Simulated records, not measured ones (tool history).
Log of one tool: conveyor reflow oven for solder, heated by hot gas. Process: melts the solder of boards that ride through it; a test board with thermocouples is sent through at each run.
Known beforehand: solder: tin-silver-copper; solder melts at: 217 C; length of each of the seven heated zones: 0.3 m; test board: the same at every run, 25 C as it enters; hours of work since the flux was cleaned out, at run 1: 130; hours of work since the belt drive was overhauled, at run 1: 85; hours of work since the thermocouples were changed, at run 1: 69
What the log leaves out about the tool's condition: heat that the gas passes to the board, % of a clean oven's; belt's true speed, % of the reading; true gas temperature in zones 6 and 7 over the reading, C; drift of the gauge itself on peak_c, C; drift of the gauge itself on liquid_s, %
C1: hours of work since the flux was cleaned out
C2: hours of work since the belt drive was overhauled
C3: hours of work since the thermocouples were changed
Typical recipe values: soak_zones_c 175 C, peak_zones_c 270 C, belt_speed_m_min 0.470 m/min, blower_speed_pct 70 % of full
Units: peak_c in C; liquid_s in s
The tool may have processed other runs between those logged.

{"run": 1, "day": 0.0, "soak_zones_c": 175, "peak_zones_c": 270, "belt_speed_m_min": 0.47, "blower_speed_pct": 70, "C1": 130, "C2": 85, "C3": 69, "peak_c": 250.7, "liquid_s": 56.1}
{"run": 2, "day": 0.45, "soak_zones_c": 175, "peak_zones_c": 270, "belt_speed_m_min": 0.47, "blower_speed_pct": 70, "C1": 136, "C2": 91, "C3": 75, "peak_c": 250.9, "liquid_s": 55.7}
{"run": 3, "day": 0.854, "soak_zones_c": 175, "peak_zones_c": 270, "belt_speed_m_min": 0.47, "blower_speed_pct": 65, "C1": 141, "C2": 96, "C3": 80, "peak_c": 248.9, "liquid_s": 54.9}
{"run": 4, "day": 1.146, "soak_zones_c": 175, "peak_zones_c": 270, "belt_speed_m_min": 0.47, "blower_speed_pct": 65, "C1": 144, "C2": 100, "C3": 84, "peak_c": 250.0, "liquid_s": 54.0}
{"run": 5, "day": 1.479, "soak_zones_c": 175, "peak_zones_c": 270, "belt_speed_m_min": 0.47, "blower_speed_pct": 65, "C1": 149, "C2": 104, "C3": 88, "peak_c": 249.7, "liquid_s": 54.3}
{"run": 6, "day": 2.096, "soak_zones_c": 171, "peak_zones_c": 270, "belt_speed_m_min": 0.47, "blower_speed_pct": 70, "C1": 157, "C2": 112, "C3": 96, "peak_c": 249.7, "liquid_s": 52.7}
{"run": 7, "day": 2.6, "soak_zones_c": 171, "peak_zones_c": 270, "belt_speed_m_min": 0.47, "blower_speed_pct": 70, "C1": 163, "C2": 118, "C3": 103, "peak_c": 249.7, "liquid_s": 53.7}
{"run": 8, "day": 3.183, "soak_zones_c": 171, "peak_zones_c": 270, "belt_speed_m_min": 0.47, "blower_speed_pct": 70, "C1": 171, "C2": 126, "C3": 110, "peak_c": 249.8, "liquid_s": 53.3}
{"run": 9, "day": 3.596, "soak_zones_c": 175, "peak_zones_c": 270, "belt_speed_m_min": 0.47, "blower_speed_pct": 70, "C1": 176, "C2": 131, "C3": 115, "peak_c": 249.3, "liquid_s": 54.7}
{"run": 10, "day": 3.988, "soak_zones_c": 175, "peak_zones_c": 270, "belt_speed_m_min": 0.47, "blower_speed_pct": 70, "C1": 181, "C2": 136, "C3": 121, "peak_c": 249.4, "liquid_s": 55.8}
{"run": 11, "day": 4.433, "soak_zones_c": 175, "peak_zones_c": 270, "belt_speed_m_min": 0.47, "blower_speed_pct": 70, "C1": 187, "C2": 142, "C3": 126, "peak_c": 249.8, "liquid_s": 54.4}
{"run": 12, "day": 4.912, "soak_zones_c": 175, "peak_zones_c": 270, "belt_speed_m_min": 0.47, "blower_speed_pct": 70, "C1": 193, "C2": 148, "C3": 132, "peak_c": 250.5, "liquid_s": 54.6}
{"run": 13, "day": 5.392, "soak_zones_c": 176, "peak_zones_c": 270, "belt_speed_m_min": 0.47, "blower_speed_pct": 70, "C1": 199, "C2": 154, "C3": 139, "peak_c": 249.4, "liquid_s": 55.0}
{"run": 14, "day": 6.008, "soak_zones_c": 164, "peak_zones_c": 270, "belt_speed_m_min": 0.504, "blower_speed_pct": 70, "C1": 207, "C2": 162, "C3": 147, "peak_c": 245.1, "liquid_s": 42.6}
{"day": 6.212, "done": "belt drive overhauled, speed set with a stopwatch"}
{"run": 15, "day": 6.504, "soak_zones_c": 164, "peak_zones_c": 270, "belt_speed_m_min": 0.504, "blower_speed_pct": 70, "C1": 211, "C2": 4, "C3": 151, "peak_c": 244.4, "liquid_s": 42.6}
{"run": 16, "day": 6.946, "soak_zones_c": 175, "peak_zones_c": 270, "belt_speed_m_min": 0.534, "blower_speed_pct": 59, "C1": 217, "C2": 9, "C3": 157, "peak_c": 242.0, "liquid_s": 40.2}
{"run": 17, "day": 7.408, "soak_zones_c": 175, "peak_zones_c": 270, "belt_speed_m_min": 0.47, "blower_speed_pct": 77, "C1": 223, "C2": 15, "C3": 163, "peak_c": 251.1, "liquid_s": 55.8}
{"run": 18, "day": 7.983, "soak_zones_c": 163, "peak_zones_c": 270, "belt_speed_m_min": 0.509, "blower_speed_pct": 67, "C1": 231, "C2": 23, "C3": 170, "peak_c": 243.0, "liquid_s": 40.3}
{"run": 19, "day": 8.292, "soak_zones_c": 163, "peak_zones_c": 262, "belt_speed_m_min": 0.428, "blower_speed_pct": 67, "C1": 234, "C2": 27, "C3": 174, "peak_c": 242.9, "liquid_s": 50.6}
{"run": 20, "day": 8.85, "soak_zones_c": 173, "peak_zones_c": 262, "belt_speed_m_min": 0.531, "blower_speed_pct": 72, "C1": 242, "C2": 34, "C3": 181, "peak_c": 238.0, "liquid_s": 36.8}
{"run": 21, "day": 9.15, "soak_zones_c": 175, "peak_zones_c": 272, "belt_speed_m_min": 0.47, "blower_speed_pct": 53, "C1": 246, "C2": 38, "C3": 185, "peak_c": 247.0, "liquid_s": 51.9}
{"day": 9.367, "done": "belt drive overhauled, speed set with a stopwatch, once more"}
{"run": 22, "day": 9.9, "soak_zones_c": 174, "peak_zones_c": 270, "belt_speed_m_min": 0.512, "blower_speed_pct": 70, "C1": 253, "C2": 7, "C3": 192, "peak_c": 245.7, "liquid_s": 45.6}
{"run": 23, "day": 10.225, "soak_zones_c": 178, "peak_zones_c": 274, "belt_speed_m_min": 0.47, "blower_speed_pct": 70, "C1": 257, "C2": 11, "C3": 197, "peak_c": 253.2, "liquid_s": 58.3}
{"run": 24, "day": 10.862, "soak_zones_c": 166, "peak_zones_c": 278, "belt_speed_m_min": 0.383, "blower_speed_pct": 63, "C1": 265, "C2": 19, "C3": 205, "peak_c": 260.0, "liquid_s": 73.7}
{"run": 25, "day": 11.408, "soak_zones_c": 184, "peak_zones_c": 284, "belt_speed_m_min": 0.529, "blower_speed_pct": 75, "C1": 272, "C2": 26, "C3": 212, "peak_c": 259.3, "liquid_s": 56.9}
{"run": 26, "day": 11.733, "soak_zones_c": 184, "peak_zones_c": 284, "belt_speed_m_min": 0.529, "blower_speed_pct": 75, "C1": 277, "C2": 31, "C3": 216, "peak_c": 258.9, "liquid_s": 57.1}

Selected run-to-run steps in peak_c, each split into two signed amounts: the part the tool would show with no hidden state at all (from settings, incoming material and random variation), and the remainder, which goes to the hidden state together with any gauge scatter not common to the measured and the hidden-state-free results:
Run 16 -> 17: belt_speed_m_min 0.534 -> 0.470, blower_speed_pct 59 -> 77. peak_c +9.1 C: hidden state +0.0, all else +9.1.
Run 17 -> 18: soak_zones_c 175 -> 163, belt_speed_m_min 0.470 -> 0.509, blower_speed_pct 77 -> 67. peak_c -8.1 C: hidden state -0.5, all else -7.6.
Run 20 -> 21: soak_zones_c 173 -> 175, peak_zones_c 262 -> 272, belt_speed_m_min 0.531 -> 0.470, blower_speed_pct 72 -> 53. peak_c +9.0 C: hidden state +0.3, all else +8.7.
Run 24 -> 25: soak_zones_c 166 -> 184, peak_zones_c 278 -> 284, belt_speed_m_min 0.383 -> 0.529, blower_speed_pct 63 -> 75. peak_c -0.7 C: hidden state -0.8, all else +0.1.
